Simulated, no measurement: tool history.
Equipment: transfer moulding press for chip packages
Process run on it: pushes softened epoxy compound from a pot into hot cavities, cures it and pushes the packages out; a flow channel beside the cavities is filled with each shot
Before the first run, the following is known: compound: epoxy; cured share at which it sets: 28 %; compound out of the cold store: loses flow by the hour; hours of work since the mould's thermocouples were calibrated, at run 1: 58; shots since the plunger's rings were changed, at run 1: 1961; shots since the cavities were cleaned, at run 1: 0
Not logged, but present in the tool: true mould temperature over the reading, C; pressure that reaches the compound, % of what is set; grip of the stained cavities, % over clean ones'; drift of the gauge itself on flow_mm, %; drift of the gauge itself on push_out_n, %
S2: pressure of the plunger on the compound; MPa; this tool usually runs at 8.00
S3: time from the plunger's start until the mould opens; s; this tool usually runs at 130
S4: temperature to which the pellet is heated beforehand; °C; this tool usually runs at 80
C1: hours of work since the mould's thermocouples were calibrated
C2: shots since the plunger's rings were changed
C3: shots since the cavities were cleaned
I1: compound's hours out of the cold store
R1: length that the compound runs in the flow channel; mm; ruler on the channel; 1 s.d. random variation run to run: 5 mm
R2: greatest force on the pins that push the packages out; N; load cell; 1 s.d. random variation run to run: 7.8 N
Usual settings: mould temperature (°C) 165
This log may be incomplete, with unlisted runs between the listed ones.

Run 1, hour 0.0: usual settings; C1 58; C2 1961; C3 0; I1 43.6. Result: R1 819 mm, R2 305 N.
Run 2, hour 59.4: usual settings; C1 83; C2 2355; C3 394; I1 22.2. Result: R1 937 mm, R2 346 N.
Run 3, hour 108.4: usual settings but S2 6.01 MPa; C1 104; C2 2679; C3 718; I1 26.0. Result: R1 785 mm, R2 323 N.
Run 4, hour 157.3: usual settings; C1 125; C2 3002; C3 1041; I1 11.7. Result: R1 1002 mm, R2 330 N.
At hour 164.8: cavities cleaned with cleaning compound and waxed.
Run 5, hour 192.6: usual settings but mould temperature (°C) 158; C1 139; C2 3226; C3 184; I1 11.2. Result: R1 1016 mm, R2 569 N.
Run 6, hour 238.7: usual settings but mould temperature (°C) 158; C1 159; C2 3531; C3 489; I1 36.0. Result: R1 866 mm, R2 502 N.
Run 7, hour 301.1: usual settings but mould temperature (°C) 158, S4 78 °C; C1 185; C2 3944; C3 902; I1 28.0. Result: R1 920 mm, R2 511 N.
At hour 327.7: cavities cleaned with cleaning compound and waxed.
Run 8, hour 337.4: usual settings; C1 200; C2 4175; C3 64; I1 47.2. Result: R1 805 mm, R2 327 N.
Run 9, hour 394.7: usual settings but mould temperature (°C) 172; C1 225; C2 4554; C3 443; I1 11.7. Result: R1 987 mm, R2 286 N.
At hour 417.3: plunger's sealing rings changed.
Run 10, hour 455.0: usual settings but mould temperature (°C) 172; C1 249; C2 249; C3 825; I1 43.8. Result: R1 806 mm, R2 284 N.
Run 11, hour 487.0: usual settings but mould temperature (°C) 172; C1 263; C2 461; C3 1037; I1 36.5. Result: R1 844 mm, R2 277 N.
At hour 492.1: cavities cleaned with cleaning compound and waxed.
Run 12, hour 551.5: usual settings but mould temperature (°C) 172; C1 289; C2 878; C3 393; I1 25.2. Result: R1 903 mm, R2 271 N.
Run 13, hour 594.7: usual settings but mould temperature (°C) 172; C1 308; C2 1164; C3 679; I1 16.0. Result: R1 959 mm, R2 263 N.
Run 14, hour 628.6: usual settings; C1 322; C2 1388; C3 903; I1 22.1. Result: R1 927 mm, R2 344 N.
At hour 636.1: mould's thermocouples calibrated.
At hour 660.0: cavities cleaned with cleaning compound and waxed.
Run 15, hour 662.1: usual settings; C1 10; C2 1587; C3 14; I1 35.6. Result: R1 860 mm, R2 318 N.
Run 16, hour 702.9: usual settings but mould temperature (°C) 171, S3 157 s, S4 71 °C; C1 28; C2 1857; C3 284; I1 8.0. Result: R1 1011 mm, R2 267 N.
Run 17, hour 768.8: usual settings but S2 8.54 MPa, S3 145 s, S4 76 °C; C1 56; C2 2293; C3 720; I1 37.3. Result: R1 877 mm, R2 292 N.
Run 18, hour 796.6: usual settings but S2 8.66 MPa, S3 145 s, S4 78 °C; C1 68; C2 2477; C3 904; I1 25.9. Result: R1 957 mm, R2 294 N.
At hour 824.1: cavities cleaned with cleaning compound and waxed.
Run 19, hour 838.6: usual settings but S2 8.66 MPa, S3 118 s, S4 83 °C; C1 85; C2 2745; C3 96; I1 39.1. Result: R1 870 mm, R2 374 N.
Run 20, hour 893.2: usual settings but S2 8.66 MPa, S3 118 s, S4 83 °C; C1 108; C2 3106; C3 457; I1 43.1. Result: R1 848 mm, R2 369 N.
Run 21, hour 922.9: usual settings but S2 8.66 MPa, S3 118 s, S4 83 °C; C1 121; C2 3303; C3 654; I1 16.9. Result: R1 1001 mm, R2 410 N.
Run 22, hour 956.6: usual settings but S2 8.66 MPa, S3 118 s, S4 83 °C; C1 135; C2 3526; C3 877; I1 38.3. Result: R1 872 mm, R2 380 N.
At hour 985.2: cavities cleaned with cleaning compound and waxed.
Run 23, hour 996.8: usual settings but S2 8.66 MPa, S3 118 s, S4 83 °C; C1 151; C2 3782; C3 76; I1 19.6. Result: R1 978 mm, R2 374 N.
Run 24, hour 1061.3: usual settings but mould temperature (°C) 163, S2 7.94 MPa, S3 133 s, S4 83 °C; C1 179; C2 4209; C3 503; I1 15.7. Result: R1 980 mm, R2 377 N.
Run 25, hour 1122.4: usual settings but mould temperature (°C) 163, S2 7.94 MPa, S3 133 s, S4 83 °C; C1 205; C2 4613; C3 907; I1 25.5. Result: R1 912 mm, R2 346 N.
At hour 1136.2: plunger's sealing rings changed.
At hour 1149.1: cavities cleaned with cleaning compound and waxed.
Run 26, hour 1179.0: usual settings but mould temperature (°C) 164, S3 143 s, S4 84 °C; C1 227; C2 273; C3 197; I1 32.0. Result: R1 878 mm, R2 302 N.
Run 27, hour 1230.1: usual settings but mould temperature (°C) 171, S3 151 s, S4 86 °C; C1 249; C2 612; C3 536; I1 39.1. Result: R1 834 mm, R2 266 N.
Run 28, hour 1276.3: usual settings but mould temperature (°C) 164, S2 7.26 MPa, S3 151 s, S4 74 °C; C1 268; C2 918; C3 842; I1 21.4. Result: R1 898 mm, R2 309 N.
At hour 1310.7: cavities cleaned with cleaning compound and waxed.
Run 29, hour 1332.5: usual settings but mould temperature (°C) 171, S2 7.26 MPa, S3 110 s; C1 292; C2 1279; C3 144; I1 39.6. Result: R1 790 mm, R2 317 N.

Here are 3 independent what-if runs from the current tool condition. What would each one return?
Run A, hour 1394.0: usual settings but mould temperature (°C) 171, S2 7.26 MPa, S3 116 s; C1 318; C2 1686; C3 551; I1 25.6. Result: R1 ?, R2 ?.
Run B, hour 1394.0: usual settings but mould temperature (°C) 171, S2 7.26 MPa, S3 127 s; C1 318; C2 1686; C3 551; I1 24.9. Result: R1 ?, R2 ?.
Run C, hour 1394.0: usual settings but mould temperature (°C) 173, S3 139 s, S4 86 °C; C1 318; C2 1686; C3 551; I1 23.0. Result: R1 ?, R2 ?.

run   R1   R2
  A  871  313
  B  864  294
  C  910  254
With no hidden state in the tool, these same runs would have given:
run   R1   R2
  A  871  308
  B  865  290
  C  911  250
